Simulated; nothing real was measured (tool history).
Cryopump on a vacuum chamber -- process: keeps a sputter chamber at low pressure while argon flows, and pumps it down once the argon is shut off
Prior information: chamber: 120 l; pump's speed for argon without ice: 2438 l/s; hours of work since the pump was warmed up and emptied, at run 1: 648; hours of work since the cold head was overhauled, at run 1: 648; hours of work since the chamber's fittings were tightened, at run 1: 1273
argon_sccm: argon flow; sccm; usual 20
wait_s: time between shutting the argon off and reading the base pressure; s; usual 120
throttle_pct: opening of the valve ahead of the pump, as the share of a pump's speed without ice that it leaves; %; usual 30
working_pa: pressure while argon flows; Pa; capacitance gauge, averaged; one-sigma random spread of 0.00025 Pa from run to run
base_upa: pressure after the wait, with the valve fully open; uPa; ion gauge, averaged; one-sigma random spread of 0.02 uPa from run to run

run	hour	argon_sccm	wait_s	throttle_pct	hours of work since the pump was warmed up and emptied	hours of work since the cold head was overhauled	hours of work since the chamber's fittings were tightened	working_pa	base_upa
1	0.0	20	120	30	648	648	1273	0.0495	1.34
2	27.2	20	159	30	671	671	1296	0.0495	1.37
3	53.9	20	159	30	693	693	1318	0.0497	1.32
4	77.1	20	120	36	712	712	1337	0.0419	1.43
5	99.5	20	120	36	731	731	1356	0.0421	1.47
6	123.7	20	120	36	752	752	1376	0.0424	1.45
7	142.4	20	120	36	767	767	1392	0.0424	1.43
8	187.3	8	120	36	805	805	1430	0.0169	1.59
# hour 203.7: pump warmed up, emptied and cooled again
9	215.6	20	120	26	10	824	1449	0.0536	1.21
10	237.7	20	120	38	29	843	1468	0.0369	1.25
11	275.1	20	120	38	60	874	1499	0.0370	1.28
12	301.9	20	120	38	82	897	1522	0.0370	1.31
13	324.4	20	120	38	101	916	1541	0.0373	1.36
14	366.5	20	120	30	137	951	1576	0.0462	1.40
15	396.8	20	120	30	162	976	1601	0.0475	1.41
16	424.6	20	120	30	185	1000	1625	0.0477	1.45
17	455.7	20	120	30	211	1026	1651	0.0477	1.44
18	500.0	20	74	30	248	1063	1688	0.0475	1.61
19	544.0	23	40	17	285	1100	1725	0.0960	1.92
20	576.2	20	90	37	312	1127	1752	0.0392	1.58
21	613.9	19	90	37	344	1158	1783	0.0376	1.60
22	638.9	12	121	30	365	1179	1804	0.0290	1.59
23	660.9	25	51	26	383	1198	1823	0.0691	1.86
24	688.5	20	186	30	406	1221	1846	0.0488	1.64

For run 25, what comes out?
25	712.3	20	186	30	426	1241	1866	?	?

{"run 25": {"working_pa": 0.0484, "base_upa": 1.67}}
Had the tool carried no hidden state, the very same run would have given working_pa 0.0463 Pa, base_upa 0.26 uPa.

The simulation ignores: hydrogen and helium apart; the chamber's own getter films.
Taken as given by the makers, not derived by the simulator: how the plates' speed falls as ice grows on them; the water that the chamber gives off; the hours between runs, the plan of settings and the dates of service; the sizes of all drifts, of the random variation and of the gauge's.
